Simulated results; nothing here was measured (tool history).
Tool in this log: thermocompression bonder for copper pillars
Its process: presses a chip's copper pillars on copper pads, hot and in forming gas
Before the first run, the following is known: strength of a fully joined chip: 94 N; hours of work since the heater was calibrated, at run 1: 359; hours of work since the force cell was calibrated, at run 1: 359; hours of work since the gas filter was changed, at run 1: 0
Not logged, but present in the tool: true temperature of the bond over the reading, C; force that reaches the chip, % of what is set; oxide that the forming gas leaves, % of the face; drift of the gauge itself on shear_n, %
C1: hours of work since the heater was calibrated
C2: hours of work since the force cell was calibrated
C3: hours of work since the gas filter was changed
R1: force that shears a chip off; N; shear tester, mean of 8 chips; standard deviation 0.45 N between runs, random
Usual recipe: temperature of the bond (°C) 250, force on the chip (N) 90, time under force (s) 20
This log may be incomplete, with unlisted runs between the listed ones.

Run 1, hour 0: usual settings; C1 359; C2 359; C3 0. Result: R1 50.6 N.
Run 2, hour 31.1: usual settings but time under force (s) 13; C1 372; C2 372; C3 12. Result: R1 43.5 N.
Run 3, hour 67: usual settings but temperature of the bond (°C) 239; C1 386; C2 386; C3 27. Result: R1 42.8 N.
Run 4, hour 95.7: usual settings but temperature of the bond (°C) 239, force on the chip (N) 68; C1 398; C2 398; C3 38. Result: R1 37.4 N.
Run 5, hour 140.7: usual settings but temperature of the bond (°C) 239, force on the chip (N) 68; C1 416; C2 416; C3 57. Result: R1 36.5 N.
Run 6, hour 177.7: usual settings; C1 430; C2 430; C3 71. Result: R1 47.4 N.
Run 7, hour 206: usual settings; C1 442; C2 442; C3 83. Result: R1 47.6 N.
Run 8, hour 253.1: usual settings but time under force (s) 35; C1 461; C2 461; C3 102. Result: R1 56.4 N.
At hour 294.6: forming gas filter changed.
Run 9, hour 294.9: usual settings; C1 477; C2 477; C3 0. Result: R1 50.9 N.
Run 10, hour 344.1: usual settings; C1 497; C2 497; C3 20. Result: R1 49.3 N.
Run 11, hour 393.4: usual settings; C1 517; C2 517; C3 40. Result: R1 48.6 N.
Run 12, hour 414.2: usual settings but force on the chip (N) 115; C1 525; C2 525; C3 48. Result: R1 53.4 N.
Run 13, hour 445.7: usual settings but temperature of the bond (°C) 252; C1 538; C2 538; C3 61. Result: R1 50 N.
Run 14, hour 492: usual settings but temperature of the bond (°C) 252; C1 557; C2 557; C3 79. Result: R1 48.5 N.
Run 15, hour 532.2: usual settings but temperature of the bond (°C) 252; C1 573; C2 573; C3 95. Result: R1 48.4 N.
Run 16, hour 569.1: usual settings but temperature of the bond (°C) 252; C1 588; C2 588; C3 110. Result: R1 47.9 N.
At hour 586.5: forming gas filter changed.
Run 17, hour 595.1: usual settings; C1 598; C2 598; C3 3. Result: R1 50.1 N.
Run 18, hour 621.7: usual settings but time under force (s) 57; C1 608; C2 608; C3 14. Result: R1 66.4 N.
Run 19, hour 645.4: usual settings; C1 618; C2 618; C3 24. Result: R1 49.7 N.
Run 20, hour 674: usual settings but temperature of the bond (°C) 246; C1 630; C2 630; C3 35. Result: R1 46.3 N.
Run 21, hour 718.5: usual settings but temperature of the bond (°C) 279, force on the chip (N) 85, time under force (s) 13; C1 647; C2 647; C3 53. Result: R1 58.9 N.
Run 22, hour 758.7: usual settings but temperature of the bond (°C) 223, time under force (s) 12; C1 664; C2 664; C3 69. Result: R1 25.2 N.
Run 23, hour 783.5: usual settings but temperature of the bond (°C) 225, time under force (s) 40; C1 674; C2 674; C3 79. Result: R1 42.1 N.
Run 24, hour 834.7: usual settings but time under force (s) 13; C1 694; C2 694; C3 100. Result: R1 40.5 N.
Run 25, hour 874.5: usual settings but time under force (s) 13; C1 710; C2 710; C3 116. Result: R1 41.1 N.
At hour 878.6: forming gas filter changed.
Run 26, hour 902.3: usual settings but temperature of the bond (°C) 268, force on the chip (N) 111, time under force (s) 17; C1 721; C2 721; C3 10. Result: R1 62.8 N.
Run 27, hour 943.7: usual settings but temperature of the bond (°C) 245, force on the chip (N) 58, time under force (s) 59; C1 738; C2 738; C3 26. Result: R1 54 N.
Run 28, hour 975: usual settings but temperature of the bond (°C) 245, force on the chip (N) 97, time under force (s) 11; C1 750; C2 750; C3 39. Result: R1 38.1 N.
Run 29, hour 997.4: usual settings but time under force (s) 27; C1 759; C2 759; C3 48. Result: R1 52.5 N.
Run 30, hour 1037.5: usual settings but temperature of the bond (°C) 267, force on the chip (N) 129, time under force (s) 16; C1 775; C2 775; C3 64. Result: R1 61.8 N.
Run 31, hour 1075.4: usual settings but time under force (s) 10; C1 791; C2 791; C3 79. Result: R1 36.8 N.
Run 32, hour 1108.3: usual settings but temperature of the bond (°C) 247, time under force (s) 10; C1 804; C2 804; C3 92. Result: R1 35.2 N.
Run 33, hour 1150.8: usual settings but temperature of the bond (°C) 237, time under force (s) 12; C1 821; C2 821; C3 109. Result: R1 32.8 N.
At hour 1170.2: forming gas filter changed.
Run 34, hour 1199.2: usual settings but force on the chip (N) 75, time under force (s) 25; C1 840; C2 840; C3 12. Result: R1 49 N.
Run 35, hour 1231.4: usual settings but force on the chip (N) 75, time under force (s) 25; C1 853; C2 853; C3 25. Result: R1 48.1 N.
Run 36, hour 1252.2: usual settings but force on the chip (N) 126, time under force (s) 16; C1 861; C2 861; C3 33. Result: R1 51.4 N.
Run 37, hour 1293.2: usual settings but temperature of the bond (°C) 269, force on the chip (N) 74, time under force (s) 18; C1 878; C2 878; C3 49. Result: R1 54.2 N.
Run 38, hour 1341.4: usual settings but temperature of the bond (°C) 270, force on the chip (N) 67, time under force (s) 18; C1 897; C2 897; C3 69. Result: R1 52.2 N.
Run 39, hour 1385.4: usual settings but temperature of the bond (°C) 270, force on the chip (N) 67, time under force (s) 18; C1 915; C2 915; C3 86. Result: R1 51.9 N.
Run 40, hour 1418.3: usual settings but temperature of the bond (°C) 270, force on the chip (N) 67, time under force (s) 18; C1 928; C2 928; C3 100. Result: R1 51.1 N.

Hidden state at the last listed run before each entry between runs and at the first one after, where it differs:
From run 8 to run 9: forming gas filter changed (hour 294.6)
  true temperature of the bond over the reading, C: -1.8 -> -1.9; force that reaches the chip, % of what is set: 102.4 -> 102.5; oxide that the forming gas leaves, % of the face: 5.81 -> 0.58
  measured value less the no-hidden-state value, R1: -3.9 -> -0.8 N
From run 16 to run 17: forming gas filter changed (hour 586.5)
  true temperature of the bond over the reading, C: -2.5 -> -2.6; oxide that the forming gas leaves, % of the face: 6.08 -> 0.77
  measured value less the no-hidden-state value, R1: -4 -> -1.3 N
From run 25 to run 26: forming gas filter changed (hour 878.6)
  force that reaches the chip, % of what is set: 103.5 -> 103.6; oxide that the forming gas leaves, % of the face: 6.27 -> 1.07
  measured value less the no-hidden-state value, R1: -3.8 -> -1.7 N
From run 33 to run 34: forming gas filter changed (hour 1170.2)
  true temperature of the bond over the reading, C: -3.8 -> -3.9; force that reaches the chip, % of what is set: 104 -> 104.1; oxide that the forming gas leaves, % of the face: 6.06 -> 1.43
  measured value less the no-hidden-state value, R1: -3.4 -> -2.2 N
